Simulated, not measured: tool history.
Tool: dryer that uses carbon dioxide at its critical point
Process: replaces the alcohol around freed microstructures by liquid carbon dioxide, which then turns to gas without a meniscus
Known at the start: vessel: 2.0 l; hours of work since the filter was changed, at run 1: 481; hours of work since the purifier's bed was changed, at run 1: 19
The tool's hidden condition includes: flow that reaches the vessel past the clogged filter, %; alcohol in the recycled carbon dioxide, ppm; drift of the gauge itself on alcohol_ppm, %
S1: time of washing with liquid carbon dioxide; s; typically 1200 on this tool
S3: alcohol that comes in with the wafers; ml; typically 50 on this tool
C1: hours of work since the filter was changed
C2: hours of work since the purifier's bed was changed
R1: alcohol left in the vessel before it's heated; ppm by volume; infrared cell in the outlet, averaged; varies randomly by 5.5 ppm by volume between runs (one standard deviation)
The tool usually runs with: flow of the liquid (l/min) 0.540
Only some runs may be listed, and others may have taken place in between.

run 1 day=0.000 | S1=1200 flow_of_the_liquid_(l/min)=0.540 S3=50 | C1=481 C2=19 | R1=217
run 2 day=1.054 | S1=1200 flow_of_the_liquid_(l/min)=0.540 S3=50 | C1=497 C2=36 | R1=214
run 3 day=2.192 | S1=1200 flow_of_the_liquid_(l/min)=0.540 S3=50 | C1=515 C2=53 | R1=225
run 4 day=3.300 | S1=1200 flow_of_the_liquid_(l/min)=0.540 S3=50 | C1=532 C2=70 | R1=225
run 5 day=4.167 | S1=1200 flow_of_the_liquid_(l/min)=0.540 S3=50 | C1=545 C2=84 | R1=236
run 6 day=5.742 | S1=1200 flow_of_the_liquid_(l/min)=0.540 S3=50 | C1=570 C2=108 | R1=248
run 7 day=6.471 | S1=1200 flow_of_the_liquid_(l/min)=0.540 S3=50 | C1=581 C2=119 | R1=255
-- day=6.642 inlet filter changed
run 8 day=7.896 | S1=1200 flow_of_the_liquid_(l/min)=0.540 S3=50 | C1=19 C2=140 | R1=185
run 9 day=8.762 | S1=1200 flow_of_the_liquid_(l/min)=0.540 S3=50 | C1=33 C2=154 | R1=186
run 10 day=9.462 | S1=1200 flow_of_the_liquid_(l/min)=0.540 S3=50 | C1=43 C2=165 | R1=190
run 11 day=10.879 | S1=1200 flow_of_the_liquid_(l/min)=0.540 S3=50 | C1=65 C2=186 | R1=189
run 12 day=12.304 | S1=1200 flow_of_the_liquid_(l/min)=0.540 S3=50 | C1=87 C2=208 | R1=202
run 13 day=13.146 | S1=1200 flow_of_the_liquid_(l/min)=0.540 S3=50 | C1=100 C2=221 | R1=204
run 14 day=14.129 | S1=1200 flow_of_the_liquid_(l/min)=0.540 S3=50 | C1=115 C2=237 | R1=211
run 15 day=15.004 | S1=1200 flow_of_the_liquid_(l/min)=0.540 S3=50 | C1=129 C2=250 | R1=208
run 16 day=16.362 | S1=1200 flow_of_the_liquid_(l/min)=0.540 S3=50 | C1=150 C2=271 | R1=231
run 17 day=17.892 | S1=1200 flow_of_the_liquid_(l/min)=0.540 S3=50 | C1=173 C2=295 | R1=233
run 18 day=18.938 | S1=1020 flow_of_the_liquid_(l/min)=0.540 S3=27 | C1=190 C2=311 | R1=257
run 19 day=20.100 | S1=1020 flow_of_the_liquid_(l/min)=0.540 S3=27 | C1=207 C2=329 | R1=250
run 20 day=21.638 | S1=1620 flow_of_the_liquid_(l/min)=0.607 S3=61 | C1=231 C2=352 | R1=91
run 21 day=22.758 | S1=1200 flow_of_the_liquid_(l/min)=0.528 S3=31 | C1=248 C2=370 | R1=195
run 22 day=23.529 | S1=1200 flow_of_the_liquid_(l/min)=0.528 S3=31 | C1=260 C2=381 | R1=201
run 23 day=25.029 | S1=1200 flow_of_the_liquid_(l/min)=0.528 S3=31 | C1=283 C2=405 | R1=204
run 24 day=25.904 | S1=1200 flow_of_the_liquid_(l/min)=0.540 S3=34 | C1=297 C2=418 | R1=221
run 25 day=27.496 | S1=1200 flow_of_the_liquid_(l/min)=0.570 S3=50 | C1=321 C2=443 | R1=226
run 26 day=28.954 | S1=840 flow_of_the_liquid_(l/min)=0.620 S3=50 | C1=344 C2=465 | R1=576

Here are 3 independent what-if runs from the current tool condition. What would each one return?
run A day=30.362 | S1=840 flow_of_the_liquid_(l/min)=0.397 S3=24 | C1=366 C2=487 | R1=?
run B day=30.362 | S1=1500 flow_of_the_liquid_(l/min)=0.640 S3=49 | C1=366 C2=487 | R1=?
run C day=30.362 | S1=840 flow_of_the_liquid_(l/min)=0.526 S3=23 | C1=366 C2=487 | R1=?

run=A R1=1071
run=B R1=120
run=C R1=522
Stripped of hidden state, with their random variation kept, the same runs would have yielded:
run=A R1=858
run=B R1=13
run=C R1=357
